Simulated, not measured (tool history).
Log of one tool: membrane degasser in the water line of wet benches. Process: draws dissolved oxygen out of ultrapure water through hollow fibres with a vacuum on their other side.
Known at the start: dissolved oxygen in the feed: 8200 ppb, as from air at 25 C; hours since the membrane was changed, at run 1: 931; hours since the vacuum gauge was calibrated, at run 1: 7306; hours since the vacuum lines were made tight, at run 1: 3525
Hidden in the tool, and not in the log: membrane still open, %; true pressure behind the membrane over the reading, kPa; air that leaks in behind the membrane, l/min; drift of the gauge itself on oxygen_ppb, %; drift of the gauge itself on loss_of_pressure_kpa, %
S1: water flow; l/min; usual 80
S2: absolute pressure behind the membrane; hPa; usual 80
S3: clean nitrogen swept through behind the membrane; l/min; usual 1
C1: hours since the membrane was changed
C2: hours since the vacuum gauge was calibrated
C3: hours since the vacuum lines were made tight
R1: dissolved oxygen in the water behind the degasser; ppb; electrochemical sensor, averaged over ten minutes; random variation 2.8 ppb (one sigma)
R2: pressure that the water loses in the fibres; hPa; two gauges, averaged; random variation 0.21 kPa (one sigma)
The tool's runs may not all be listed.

run    hour   S1    S2    S3    C1    C2    C3      R1     R2
  1       0   80    80     1   931  7306  3525   644.4  494.2
  2   127.5   80    80     1  1058  7433  3653   653.6  497.9
  3   257.1   80    80     1  1188  7563  3782   645.9  491.9
  4   408.3   80    80     1  1339  7714  3933   647.7  490.5
  5   572.6   80    80     1  1503  7878  4098   644.4  495.3
  6   720.6   80    80     1  1651  8026  4246   649.8  493.7
  7   873.9   80    80     1  1804  8180  4399   654.6    496
  8   962.3   62    80  1.37  1893  8268  4487   433.7  382.7
  9  1052.5   80    80  0.44  1983  8358  4578  1007.1  495.6
 10    1147   80    80  0.44  2078  8453  4672  1026.3  493.2
 11  1311.8   77  57.5   0.5  2242  8618  4837   546.9  482.2
 12  1455.9   77  57.5   0.5  2386  8762  4981     546  473.1
     1487.2  -- vacuum gauge calibrated
 13  1563.5  126    80     1  2494    76  5088   864.5  778.7

3 ways to go on from here, each from the tool as it stands after run 13. What would each give?
  A  1645.5   80    80  2.26  2576  158  5170   ?   ?
  B  1645.5   79  62.9     1  2576  158  5170   ?   ?
  C  1645.5  126    80   2.6  2576  158  5170   ?   ?

run     R1     R2
  A  345.3  497.7
  B  398.2  490.9
  C  500.4  784.6
Without the tool's hidden state the same runs would have given:
run     R1     R2
  A  347.7  493.6
  B  403.3  486.9
  C  501.2  778.2
